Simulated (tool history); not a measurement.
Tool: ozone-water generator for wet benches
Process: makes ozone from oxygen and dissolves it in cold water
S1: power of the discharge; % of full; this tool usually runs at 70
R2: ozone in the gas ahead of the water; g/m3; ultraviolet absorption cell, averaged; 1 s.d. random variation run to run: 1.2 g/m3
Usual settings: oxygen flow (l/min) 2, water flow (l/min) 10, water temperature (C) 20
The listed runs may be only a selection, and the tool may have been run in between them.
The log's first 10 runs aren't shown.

Run 11, hour 355.2: usual settings but oxygen flow (l/min) 2.71, water flow (l/min) 6. Result: dissolved ozone (ppm) 27.3, R2 191.6 g/m3.
Run 12, hour 392.1: usual settings but oxygen flow (l/min) 2.71, water flow (l/min) 6. Result: dissolved ozone (ppm) 27.4, R2 191.6 g/m3.
Run 13, hour 425.6: usual settings but S1 45 % of full. Result: dissolved ozone (ppm) 11.9, R2 147.5 g/m3.
Run 14, hour 474: usual settings. Result: dissolved ozone (ppm) 17.3, R2 218.2 g/m3.
Run 15, hour 528.5: usual settings but S1 55 % of full. Result: dissolved ozone (ppm) 14.1, R2 175.1 g/m3.
Run 16, hour 584.5: usual settings but S1 55 % of full. Result: dissolved ozone (ppm) 14.1, R2 174.6 g/m3.
Run 17, hour 616.4: usual settings but S1 55 % of full. Result: dissolved ozone (ppm) 13.8, R2 174.7 g/m3.
Run 18, hour 657.9: usual settings but S1 89 % of full. Result: dissolved ozone (ppm) 21.2, R2 266.8 g/m3.
Run 19, hour 697.7: usual settings but S1 89 % of full. Result: dissolved ozone (ppm) 20.9, R2 265 g/m3.
Run 20, hour 738.1: usual settings but S1 69 % of full, water flow (l/min) 8. Result: dissolved ozone (ppm) 20.6, R2 212.6 g/m3.
Run 21, hour 776.5: usual settings but S1 69 % of full, oxygen flow (l/min) 1.61, water flow (l/min) 8, water temperature (C) 15. Result: dissolved ozone (ppm) 21.3, R2 230.3 g/m3.
Run 22, hour 826.6: usual settings but oxygen flow (l/min) 2.79. Result: dissolved ozone (ppm) 18.4, R2 189.5 g/m3.
Run 23, hour 858.3: usual settings but water temperature (C) 17. Result: dissolved ozone (ppm) 17.9, R2 214.3 g/m3.
Run 24, hour 919.4: usual settings but oxygen flow (l/min) 3.05, water flow (l/min) 6. Result: dissolved ozone (ppm) 27.5, R2 182.5 g/m3.
At hour 925.4: water thermometer calibrated.
Run 25, hour 966.8: usual settings but S1 47 % of full, oxygen flow (l/min) 3.05, water flow (l/min) 13. Result: dissolved ozone (ppm) 10.1, R2 128.3 g/m3.
Run 26, hour 1022.5: usual settings but S1 66 % of full. Result: dissolved ozone (ppm) 16.2, R2 204.4 g/m3.
Run 27, hour 1055.6: usual settings but S1 66 % of full. Result: dissolved ozone (ppm) 16, R2 204.9 g/m3.
Run 28, hour 1109.7: usual settings but S1 81 % of full, oxygen flow (l/min) 3.45, water flow (l/min) 9, water temperature (C) 16. Result: dissolved ozone (ppm) 24.7, R2 195.4 g/m3.
Run 29, hour 1138.7: usual settings but S1 41 % of full, oxygen flow (l/min) 1.97, water flow (l/min) 15, water temperature (C) 18. Result: dissolved ozone (ppm) 7.2, R2 137.1 g/m3.
Run 30, hour 1181.2: usual settings but S1 41 % of full, oxygen flow (l/min) 1.05, water flow (l/min) 15, water temperature (C) 12. Result: dissolved ozone (ppm) 5.9, R2 174.3 g/m3.
Run 31, hour 1234.8: usual settings but oxygen flow (l/min) 1.28, water temperature (C) 14. Result: dissolved ozone (ppm) 15.9, R2 252.2 g/m3.
At hour 1267.9: water thermometer calibrated, once more.
Run 32, hour 1273.3: usual settings but oxygen flow (l/min) 1.28, water temperature (C) 14. Result: dissolved ozone (ppm) 16.1, R2 250.7 g/m3.
Run 33, hour 1323.6: usual settings but S1 84 % of full, oxygen flow (l/min) 1.86, water temperature (C) 23. Result: dissolved ozone (ppm) 18.9, R2 258.2 g/m3.
Run 34, hour 1359.9: usual settings but S1 84 % of full, oxygen flow (l/min) 1.86, water temperature (C) 23. Result: dissolved ozone (ppm) 18.7, R2 258.2 g/m3.

3 ways to go on from here, each from the tool as it stands after run 34. What would each give?
Run A, hour 1397.8: usual settings but water flow (l/min) 6. Result: dissolved ozone (ppm) ?, R2 ?.
Run B, hour 1397.8: usual settings but S1 87 % of full, oxygen flow (l/min) 3.39, water temperature (C) 23. Result: dissolved ozone (ppm) ?, R2 ?.
Run C, hour 1397.8: usual settings but S1 90 % of full, oxygen flow (l/min) 1.86, water temperature (C) 23. Result: dissolved ozone (ppm) ?, R2 ?.

run  dissolved ozone (ppm)     R2
  A                   26.9    214
  B                   21.2  209.1
  C                   20.3    273
Stripped of hidden state, with their random variation kept, the same runs would have yielded:
run  dissolved ozone (ppm)     R2
  A                   29.1  225.1
  B                   23.3  222.1
  C                   22.4  290.4
